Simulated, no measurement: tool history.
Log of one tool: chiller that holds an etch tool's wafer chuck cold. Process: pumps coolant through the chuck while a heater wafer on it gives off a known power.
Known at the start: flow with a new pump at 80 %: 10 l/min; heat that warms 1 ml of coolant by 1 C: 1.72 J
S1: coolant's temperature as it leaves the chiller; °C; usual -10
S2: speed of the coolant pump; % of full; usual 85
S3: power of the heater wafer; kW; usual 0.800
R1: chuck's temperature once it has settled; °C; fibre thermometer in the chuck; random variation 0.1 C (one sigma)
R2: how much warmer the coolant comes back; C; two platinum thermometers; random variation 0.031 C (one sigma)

run,hour,S1,S2,S3,R1,R2
1,0.0,-10,85,0.800,-3.1,2.58
2,44.3,-10,85,0.800,-3.3,2.57
3,97.1,-10,85,0.800,-2.9,2.65
4,161.3,-10,85,0.800,-3.1,2.59
5,243.1,-10,76,0.800,-2.4,2.97
6,286.4,-6,85,0.800,1.1,2.62
7,362.5,-6,85,0.800,0.8,2.65
8,447.4,-6,85,0.800,1.1,2.67
9,537.1,-10,93,0.800,-3.5,2.46
10,610.2,-7,93,0.800,-0.7,2.43
11,658.4,-7,93,0.800,-0.6,2.45
12,760.7,-10,80,0.920,-1.6,3.32
# hour 770.7: chiller's thermometer calibrated
13,838.4,-14,85,0.788,-7.0,2.64
14,918.2,-14,85,0.788,-7.1,2.68
15,997.6,-14,85,0.788,-7.2,2.77
16,1065.7,-10,85,0.447,-6.0,1.61
17,1157.6,-10,74,1.092,0.5,4.27
# hour 1223.4: gauge calibrated
18,1255.1,-16,85,0.579,-11.0,1.93
19,1355.7,-10,85,1.045,-1.0,3.38
20,1451.1,-10,85,1.045,-1.0,3.39
21,1513.2,-10,85,1.045,-1.0,3.42

Forecast each of these 5 alternatives for the next run:
A,1604.1,-8,85,1.028,?,?
B,1604.1,-10,83,1.045,?,?
C,1604.1,-5,85,1.045,?,?
D,1604.1,-13,94,0.956,?,?
E,1604.1,-12,70,0.664,?,?

run,R1,R2
A,0.9,3.42
B,-0.9,3.49
C,4.1,3.44
D,-5.4,2.84
E,-5.4,2.73
Without the tool's hidden state the same runs would have given:
run,R1,R2
A,0.9,3.37
B,-0.9,3.44
C,4.1,3.39
D,-5.4,2.79
E,-5.4,2.68
